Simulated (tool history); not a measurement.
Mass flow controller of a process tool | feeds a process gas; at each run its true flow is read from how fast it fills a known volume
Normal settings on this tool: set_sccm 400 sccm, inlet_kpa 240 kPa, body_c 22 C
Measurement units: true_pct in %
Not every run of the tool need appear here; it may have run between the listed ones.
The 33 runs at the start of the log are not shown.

run	day	set_sccm	inlet_kpa	body_c	true_pct
34	75.446	400	203	22	100.75
35	78.454	102	194	25	100.90
36	80.875	161	240	22	100.59
37	82.338	88	270	22	101.35
38	84.017	400	193	27	101.30
39	86.017	400	193	27	101.29
40	87.400	186	230	20	100.31
41	89.892	469	230	37	102.87

Predict each of these 5 candidate next runs independently; none follows another, all start after run 41:
A	92.083	259	213	23	?
B	92.083	420	199	37	?
C	92.083	469	230	32	?
D	92.083	87	279	37	?
E	92.083	101	230	37	?

run	true_pct
A	100.69
B	102.65
C	102.38
D	103.29
E	102.77
Take away the tool's hidden state, keep each run's random variation, and the runs would have read:
run	true_pct
A	98.83
B	101.04
C	100.82
D	100.14
E	99.89

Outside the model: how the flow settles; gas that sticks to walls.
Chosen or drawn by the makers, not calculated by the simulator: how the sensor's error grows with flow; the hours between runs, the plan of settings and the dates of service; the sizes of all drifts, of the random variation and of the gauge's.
